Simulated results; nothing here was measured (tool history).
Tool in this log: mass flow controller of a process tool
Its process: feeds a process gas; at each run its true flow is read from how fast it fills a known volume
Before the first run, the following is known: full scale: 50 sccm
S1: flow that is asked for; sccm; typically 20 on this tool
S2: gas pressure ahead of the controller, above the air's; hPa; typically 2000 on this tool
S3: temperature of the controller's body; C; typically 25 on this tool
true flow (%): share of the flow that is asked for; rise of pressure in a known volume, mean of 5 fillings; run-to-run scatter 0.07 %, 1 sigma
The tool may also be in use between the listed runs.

{"run": 1, "day": 0.0, "S1": 20, "S2": 2000, "S3": 25, "true flow (%)": 98.73}
{"run": 2, "day": 2.454, "S1": 20, "S2": 2000, "S3": 25, "true flow (%)": 98.76}
{"run": 3, "day": 6.846, "S1": 20, "S2": 2000, "S3": 25, "true flow (%)": 98.8}
{"run": 4, "day": 9.375, "S1": 20, "S2": 2000, "S3": 25, "true flow (%)": 98.74}
{"run": 5, "day": 13.333, "S1": 20, "S2": 2000, "S3": 25, "true flow (%)": 98.59}
{"run": 6, "day": 19.146, "S1": 20, "S2": 2000, "S3": 25, "true flow (%)": 98.65}
{"run": 7, "day": 21.571, "S1": 20, "S2": 2000, "S3": 25, "true flow (%)": 98.77}
{"run": 8, "day": 26.65, "S1": 20, "S2": 2000, "S3": 25, "true flow (%)": 98.74}
{"run": 9, "day": 29.862, "S1": 20, "S2": 2000, "S3": 25, "true flow (%)": 98.72}
{"run": 10, "day": 35.038, "S1": 20, "S2": 1480, "S3": 25, "true flow (%)": 98.98}
{"run": 11, "day": 38.562, "S1": 20, "S2": 2000, "S3": 25, "true flow (%)": 98.74}
{"run": 12, "day": 43.158, "S1": 20, "S2": 2000, "S3": 25, "true flow (%)": 98.77}
{"run": 13, "day": 48.575, "S1": 20, "S2": 2000, "S3": 25, "true flow (%)": 98.69}
{"run": 14, "day": 54.012, "S1": 20, "S2": 1690, "S3": 25, "true flow (%)": 98.76}
{"run": 15, "day": 57.017, "S1": 20, "S2": 1690, "S3": 25, "true flow (%)": 98.82}
{"run": 16, "day": 61.442, "S1": 20, "S2": 1690, "S3": 25, "true flow (%)": 98.85}
{"run": 17, "day": 66.783, "S1": 23, "S2": 2000, "S3": 25, "true flow (%)": 98.79}
{"run": 18, "day": 72.417, "S1": 23, "S2": 2000, "S3": 25, "true flow (%)": 98.83}
{"run": 19, "day": 75.204, "S1": 23, "S2": 2000, "S3": 23, "true flow (%)": 98.62}
{"run": 20, "day": 78.825, "S1": 23, "S2": 2000, "S3": 23, "true flow (%)": 98.49}
{"run": 21, "day": 82.183, "S1": 23, "S2": 2000, "S3": 23, "true flow (%)": 98.7}
{"run": 22, "day": 87.588, "S1": 20, "S2": 2000, "S3": 29, "true flow (%)": 98.83}
{"run": 23, "day": 93.017, "S1": 20, "S2": 2000, "S3": 25, "true flow (%)": 98.7}
{"run": 24, "day": 96.679, "S1": 15, "S2": 2500, "S3": 26, "true flow (%)": 98.83}
{"run": 25, "day": 102.012, "S1": 15, "S2": 2130, "S3": 38, "true flow (%)": 99.56}
{"run": 26, "day": 104.667, "S1": 15, "S2": 2130, "S3": 38, "true flow (%)": 99.54}
{"run": 27, "day": 109.771, "S1": 15, "S2": 2130, "S3": 38, "true flow (%)": 99.51}
{"run": 28, "day": 112.946, "S1": 15, "S2": 2130, "S3": 38, "true flow (%)": 99.66}
{"run": 29, "day": 117.588, "S1": 46, "S2": 2130, "S3": 21, "true flow (%)": 99.24}
{"run": 30, "day": 122.579, "S1": 11, "S2": 1600, "S3": 25, "true flow (%)": 99.4}
{"run": 31, "day": 127.95, "S1": 11, "S2": 1600, "S3": 25, "true flow (%)": 99.48}
{"run": 32, "day": 133.554, "S1": 28, "S2": 2000, "S3": 32, "true flow (%)": 99.23}
{"run": 33, "day": 137.104, "S1": 28, "S2": 2000, "S3": 32, "true flow (%)": 99.17}
{"run": 34, "day": 142.133, "S1": 8, "S2": 2330, "S3": 20, "true flow (%)": 100.0}
{"run": 35, "day": 145.917, "S1": 17, "S2": 2530, "S3": 23, "true flow (%)": 98.67}
{"run": 36, "day": 149.383, "S1": 17, "S2": 2530, "S3": 23, "true flow (%)": 98.75}
{"run": 37, "day": 154.608, "S1": 8, "S2": 2000, "S3": 25, "true flow (%)": 100.29}
{"run": 38, "day": 159.588, "S1": 8, "S2": 2000, "S3": 25, "true flow (%)": 100.31}
{"run": 39, "day": 164.096, "S1": 14, "S2": 1850, "S3": 32, "true flow (%)": 99.52}
{"run": 40, "day": 167.708, "S1": 24, "S2": 1440, "S3": 35, "true flow (%)": 99.37}
{"run": 41, "day": 171.754, "S1": 24, "S2": 1440, "S3": 28, "true flow (%)": 99.03}
{"run": 42, "day": 175.096, "S1": 11, "S2": 2720, "S3": 28, "true flow (%)": 99.69}
{"run": 43, "day": 178.592, "S1": 5, "S2": 2740, "S3": 24, "true flow (%)": 102.49}
{"run": 44, "day": 181.288, "S1": 18, "S2": 2600, "S3": 26, "true flow (%)": 98.92}
{"run": 45, "day": 184.546, "S1": 20, "S2": 2000, "S3": 34, "true flow (%)": 99.31}
{"run": 46, "day": 187.008, "S1": 25, "S2": 2210, "S3": 38, "true flow (%)": 99.37}

5 options for the next run, each taken on its own from the tool as it stands now. Forecast them:
{"run": "A", "day": 189.783, "S1": 14, "S2": 2060, "S3": 40, "true flow (%)": "?"}
{"run": "B", "day": 189.783, "S1": 22, "S2": 2210, "S3": 30, "true flow (%)": "?"}
{"run": "C", "day": 189.783, "S1": 12, "S2": 2200, "S3": 25, "true flow (%)": "?"}
{"run": "D", "day": 189.783, "S1": 40, "S2": 2500, "S3": 25, "true flow (%)": "?"}
{"run": "E", "day": 189.783, "S1": 25, "S2": 1770, "S3": 38, "true flow (%)": "?"}

run=A true_flow_(%)=99.78
run=B true_flow_(%)=98.90
run=C true_flow_(%)=99.58
run=D true_flow_(%)=98.97
run=E true_flow_(%)=99.48
With no hidden state in the tool, these same runs would have given:
run=A true_flow_(%)=98.71
run=B true_flow_(%)=98.67
run=C true_flow_(%)=98.12
run=D true_flow_(%)=99.39
run=E true_flow_(%)=99.41

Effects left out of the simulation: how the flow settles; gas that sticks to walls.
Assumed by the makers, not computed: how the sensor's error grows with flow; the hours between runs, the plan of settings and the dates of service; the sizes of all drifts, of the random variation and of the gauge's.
